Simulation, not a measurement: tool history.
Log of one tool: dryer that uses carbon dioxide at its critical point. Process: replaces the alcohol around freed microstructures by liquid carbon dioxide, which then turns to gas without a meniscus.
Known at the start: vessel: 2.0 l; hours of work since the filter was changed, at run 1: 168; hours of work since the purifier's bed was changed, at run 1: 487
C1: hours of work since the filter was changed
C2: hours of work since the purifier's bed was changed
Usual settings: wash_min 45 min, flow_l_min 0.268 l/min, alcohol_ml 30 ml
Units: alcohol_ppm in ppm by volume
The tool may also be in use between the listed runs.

Run 1, day 0: usual settings; C1 168; C2 487. Result: alcohol_ppm 137 ppm by volume.
Run 2, day 0.971: usual settings; C1 176; C2 495. Result: alcohol_ppm 151 ppm by volume.
Run 3, day 2.367: usual settings; C1 186; C2 505. Result: alcohol_ppm 149 ppm by volume.
Run 4, day 3.904: usual settings but flow_l_min 0.297 l/min; C1 198; C2 517. Result: alcohol_ppm 111 ppm by volume.
Run 5, day 5.262: usual settings but flow_l_min 0.297 l/min; C1 209; C2 528. Result: alcohol_ppm 130 ppm by volume.
Run 6, day 6.858: usual settings but flow_l_min 0.297 l/min; C1 221; C2 540. Result: alcohol_ppm 124 ppm by volume.
Run 7, day 8.317: usual settings but flow_l_min 0.297 l/min; C1 232; C2 551. Result: alcohol_ppm 128 ppm by volume.
Run 8, day 9.571: usual settings; C1 242; C2 561. Result: alcohol_ppm 172 ppm by volume.
Run 9, day 10.662: usual settings but wash_min 33 min; C1 250; C2 569. Result: alcohol_ppm 384 ppm by volume.
Run 10, day 11.838: usual settings but flow_l_min 0.21 l/min; C1 259; C2 578. Result: alcohol_ppm 328 ppm by volume.
Run 11, day 13.108: usual settings but flow_l_min 0.21 l/min; C1 269; C2 588. Result: alcohol_ppm 329 ppm by volume.
Run 12, day 14.525: usual settings but wash_min 57 min, flow_l_min 0.196 l/min; C1 280; C2 599. Result: alcohol_ppm 210 ppm by volume.
Run 13, day 16.042: usual settings but flow_l_min 0.285 l/min, alcohol_ml 23 ml; C1 292; C2 610. Result: alcohol_ppm 152 ppm by volume.
Run 14, day 17.583: usual settings but flow_l_min 0.381 l/min, alcohol_ml 23 ml; C1 303; C2 622. Result: alcohol_ppm 107 ppm by volume.
Run 15, day 19.088: usual settings but wash_min 43 min, flow_l_min 0.381 l/min, alcohol_ml 71 ml; C1 315; C2 634. Result: alcohol_ppm 138 ppm by volume.
Run 16, day 20.338: usual settings but wash_min 35 min, flow_l_min 0.27 l/min, alcohol_ml 25 ml; C1 325; C2 643. Result: alcohol_ppm 320 ppm by volume.
Run 17, day 21.238: usual settings but wash_min 37 min, flow_l_min 0.215 l/min, alcohol_ml 29 ml; C1 331; C2 650. Result: alcohol_ppm 581 ppm by volume.
Run 18, day 22.012: usual settings but flow_l_min 0.225 l/min, alcohol_ml 31 ml; C1 337; C2 656. Result: alcohol_ppm 310 ppm by volume.
Run 19, day 23.188: usual settings but flow_l_min 0.225 l/min, alcohol_ml 31 ml; C1 346; C2 665. Result: alcohol_ppm 332 ppm by volume.
Run 20, day 24.496: usual settings but wash_min 39 min, alcohol_ml 21 ml; C1 356; C2 675. Result: alcohol_ppm 236 ppm by volume.

5 ways to go on from here, each from the tool as it stands after run 20. What would each give?
At day 24.65: inlet filter changed.
Run A, day 25.683: usual settings but wash_min 39 min, flow_l_min 0.177 l/min, alcohol_ml 21 ml; C1 8; C2 684. Result: alcohol_ppm ?.
At day 24.65: inlet filter changed.
Run B, day 25.683: usual settings but wash_min 39 min, alcohol_ml 99 ml; C1 8; C2 684. Result: alcohol_ppm ?.
At day 24.65: inlet filter changed.
Run C, day 25.683: usual settings but wash_min 58 min, flow_l_min 0.304 l/min, alcohol_ml 26 ml; C1 8; C2 684. Result: alcohol_ppm ?.
At day 24.65: inlet filter changed.
Run D, day 25.683: usual settings but wash_min 29 min, flow_l_min 0.252 l/min, alcohol_ml 40 ml; C1 8; C2 684. Result: alcohol_ppm ?.
At day 24.65: inlet filter changed.
Run E, day 25.683: usual settings but wash_min 39 min, flow_l_min 0.356 l/min, alcohol_ml 104 ml; C1 8; C2 684. Result: alcohol_ppm ?.

run  alcohol_ppm
  A          486
  B          429
  C          117
  D          690
  E          180
Without the tool's hidden state the same runs would have given:
run  alcohol_ppm
  A          362
  B          301
  C            7
  D          559
  E           65
